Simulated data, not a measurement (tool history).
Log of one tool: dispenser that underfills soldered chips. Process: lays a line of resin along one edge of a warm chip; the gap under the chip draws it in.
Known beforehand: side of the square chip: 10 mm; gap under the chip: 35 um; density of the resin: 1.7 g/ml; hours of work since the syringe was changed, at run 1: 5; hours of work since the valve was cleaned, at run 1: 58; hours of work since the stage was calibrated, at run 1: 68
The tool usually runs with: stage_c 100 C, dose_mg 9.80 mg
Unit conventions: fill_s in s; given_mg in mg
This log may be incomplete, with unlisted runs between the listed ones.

run	hour	stage_c	dose_mg	hours of work since the syringe was changed	hours of work since the valve was cleaned	hours of work since the stage was calibrated	fill_s	given_mg
1	0.0	100	9.80	5	58	68	71.9	9.44
2	4.6	97	9.80	8	62	71	95.6	9.22
# hour 10.2: new syringe of resin
3	10.4	97	9.80	0	65	75	60.7	9.26
4	13.9	97	9.80	3	68	77	70.6	9.23
5	20.3	97	9.80	7	72	82	90.4	9.14
6	24.0	97	9.80	9	75	84	105.8	9.23
# hour 27.2: new syringe of resin
7	31.1	97	9.80	3	79	89	70.5	9.06
8	37.0	100	9.92	7	83	93	81.9	9.37
# hour 44.4: new syringe of resin
9	44.6	100	9.92	0	88	98	55.6	9.21
10	50.0	100	9.92	4	92	101	69.8	9.16
11	54.0	100	9.92	7	95	104	81.4	9.14
12	60.7	100	10.44	11	99	109	107.0	9.54
# hour 61.7: new syringe of resin
13	67.1	100	10.44	4	103	113	70.0	9.53
14	72.9	86	10.44	8	107	117	137.4	9.59
15	75.9	100	9.59	10	109	119	99.6	8.64
# hour 78.9: new syringe of resin
16	82.1	114	9.80	2	113	123	41.6	8.82
17	85.4	114	9.80	4	116	125	47.6	8.80

Forecast run 18:
18	92.2	114	9.80	9	120	130	?	?

fill_s: 62.2 s
given_mg: 8.81 mg
Had the tool carried no hidden state, the very same run would have given fill_s 35.8 s, given_mg 9.80 mg.
